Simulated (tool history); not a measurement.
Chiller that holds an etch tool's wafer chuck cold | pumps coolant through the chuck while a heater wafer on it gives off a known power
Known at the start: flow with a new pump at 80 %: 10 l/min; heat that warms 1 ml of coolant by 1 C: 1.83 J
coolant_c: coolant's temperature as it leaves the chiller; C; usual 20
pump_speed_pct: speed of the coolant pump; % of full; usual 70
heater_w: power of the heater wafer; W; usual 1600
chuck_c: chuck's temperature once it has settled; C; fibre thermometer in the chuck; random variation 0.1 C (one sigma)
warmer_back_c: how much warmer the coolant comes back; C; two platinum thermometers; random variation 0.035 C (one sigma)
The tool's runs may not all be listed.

{"run": 1, "day": 0.0, "coolant_c": 20, "pump_speed_pct": 70, "heater_w": 1600, "chuck_c": 38.7, "warmer_back_c": 7.12}
{"run": 2, "day": 5.488, "coolant_c": 20, "pump_speed_pct": 91, "heater_w": 1600, "chuck_c": 35.4, "warmer_back_c": 5.49}
{"run": 3, "day": 10.512, "coolant_c": 20, "pump_speed_pct": 82, "heater_w": 1600, "chuck_c": 37, "warmer_back_c": 6.21}
{"day": 11.092, "done": "coolant pump overhauled"}
{"day": 11.938, "done": "coolant changed, channels flushed"}
{"run": 4, "day": 16.775, "coolant_c": 20, "pump_speed_pct": 70, "heater_w": 1600, "chuck_c": 33.7, "warmer_back_c": 6.02}
{"run": 5, "day": 20.033, "coolant_c": 20, "pump_speed_pct": 70, "heater_w": 1513, "chuck_c": 32.9, "warmer_back_c": 5.68}
{"run": 6, "day": 23.983, "coolant_c": 20, "pump_speed_pct": 70, "heater_w": 1513, "chuck_c": 33.1, "warmer_back_c": 5.72}
{"run": 7, "day": 28.704, "coolant_c": 20, "pump_speed_pct": 70, "heater_w": 1347, "chuck_c": 31.6, "warmer_back_c": 5.18}
{"run": 8, "day": 32.317, "coolant_c": 20, "pump_speed_pct": 70, "heater_w": 1347, "chuck_c": 31.8, "warmer_back_c": 5.19}
{"run": 9, "day": 36.058, "coolant_c": 22, "pump_speed_pct": 70, "heater_w": 1600, "chuck_c": 36.2, "warmer_back_c": 6.13}
{"run": 10, "day": 40.896, "coolant_c": 20, "pump_speed_pct": 62, "heater_w": 1600, "chuck_c": 35.7, "warmer_back_c": 6.97}
{"run": 11, "day": 48.038, "coolant_c": 20, "pump_speed_pct": 70, "heater_w": 1600, "chuck_c": 34.5, "warmer_back_c": 6.27}
{"run": 12, "day": 55.175, "coolant_c": 20, "pump_speed_pct": 70, "heater_w": 1600, "chuck_c": 34.6, "warmer_back_c": 6.29}
{"run": 13, "day": 60.775, "coolant_c": 20, "pump_speed_pct": 70, "heater_w": 1600, "chuck_c": 34.6, "warmer_back_c": 6.25}
{"run": 14, "day": 67.029, "coolant_c": 12, "pump_speed_pct": 61, "heater_w": 1600, "chuck_c": 28.8, "warmer_back_c": 7.25}
{"run": 15, "day": 71.546, "coolant_c": 21, "pump_speed_pct": 61, "heater_w": 1628, "chuck_c": 38, "warmer_back_c": 7.42}
{"run": 16, "day": 78.2, "coolant_c": 20, "pump_speed_pct": 90, "heater_w": 1600, "chuck_c": 32.3, "warmer_back_c": 5.02}
{"run": 17, "day": 81.483, "coolant_c": 20, "pump_speed_pct": 90, "heater_w": 1600, "chuck_c": 32.2, "warmer_back_c": 4.98}
{"run": 18, "day": 88.338, "coolant_c": 18, "pump_speed_pct": 68, "heater_w": 1604, "chuck_c": 33.9, "warmer_back_c": 6.74}
{"run": 19, "day": 95.162, "coolant_c": 28, "pump_speed_pct": 68, "heater_w": 2181, "chuck_c": 50.2, "warmer_back_c": 9.19}
{"run": 20, "day": 98.904, "coolant_c": 20, "pump_speed_pct": 67, "heater_w": 1989, "chuck_c": 40.5, "warmer_back_c": 8.51}
{"run": 21, "day": 106.096, "coolant_c": 24, "pump_speed_pct": 74, "heater_w": 2013, "chuck_c": 43.4, "warmer_back_c": 7.76}
{"run": 22, "day": 109.742, "coolant_c": 23, "pump_speed_pct": 76, "heater_w": 1168, "chuck_c": 33.8, "warmer_back_c": 4.45}
{"run": 23, "day": 114.238, "coolant_c": 23, "pump_speed_pct": 76, "heater_w": 1168, "chuck_c": 33.9, "warmer_back_c": 4.43}

Forecast each of these 3 alternatives for the next run:
{"run": "A", "day": 118.342, "coolant_c": 28, "pump_speed_pct": 93, "heater_w": 1224, "chuck_c": "?", "warmer_back_c": "?"}
{"run": "B", "day": 118.342, "coolant_c": 14, "pump_speed_pct": 79, "heater_w": 1176, "chuck_c": "?", "warmer_back_c": "?"}
{"run": "C", "day": 118.342, "coolant_c": 20, "pump_speed_pct": 89, "heater_w": 1205, "chuck_c": "?", "warmer_back_c": "?"}

run=A chuck_c=37.8 warmer_back_c=3.82
run=B chuck_c=24.6 warmer_back_c=4.37
run=C chuck_c=29.8 warmer_back_c=4
Without the tool's hidden state the same runs would have given:
run=A chuck_c=36.3 warmer_back_c=3.43
run=B chuck_c=23 warmer_back_c=3.92
run=C chuck_c=28.3 warmer_back_c=3.59
